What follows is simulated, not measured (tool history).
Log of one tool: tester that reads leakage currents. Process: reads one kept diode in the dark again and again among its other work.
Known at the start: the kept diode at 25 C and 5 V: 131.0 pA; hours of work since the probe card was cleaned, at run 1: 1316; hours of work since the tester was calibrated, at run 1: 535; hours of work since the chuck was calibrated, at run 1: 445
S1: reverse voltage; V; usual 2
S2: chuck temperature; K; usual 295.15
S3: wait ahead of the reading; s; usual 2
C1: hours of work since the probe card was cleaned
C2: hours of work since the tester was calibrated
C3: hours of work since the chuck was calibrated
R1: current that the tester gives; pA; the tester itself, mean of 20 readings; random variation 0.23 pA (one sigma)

run   hour    S1      S2    S3    C1   C2   C3      R1
  1      0     2  295.15     2  1316  535  445   71.01
  2   39.4  3.22  295.15     2  1340  559  469   82.18
  3   87.3  3.22  295.15     2  1369  588  498    81.8
  4  137.3     2  295.15     2  1399  618  528   69.92
  5  203.6     2  295.15     2  1439  658  568   69.78
  6    255     2  295.15     2  1470  689  599   69.46
  7  297.3  5.03  312.15     2  1496  715  625  385.54
  8  356.1  1.94  293.15  0.35  1531  750  660   57.25
  9  426.8  3.78  294.15  0.54  1574  793  703   77.65
 10  475.9  3.78  294.15  0.54  1603  823  732   76.95
 11  547.7  2.33  294.15  6.18  1647  866  776   64.88
 12  608.1     2  295.15   2.2  1683  902  812   67.04

3 ways to go on from here, each from the tool as it stands after run 12. What would each give?
  A  652.6     2  327.15   2.2  1710  929  839   ?
  B  652.6  7.03  331.15  4.97  1710  929  839   ?
  C  652.6  5.36  333.15     2  1710  929  839   ?

run       R1
  A   878.58
  B  1729.96
  C  1831.71
Without the tool's hidden state the same runs would have given:
run       R1
  A   988.42
  B  1938.42
  C  2050.78
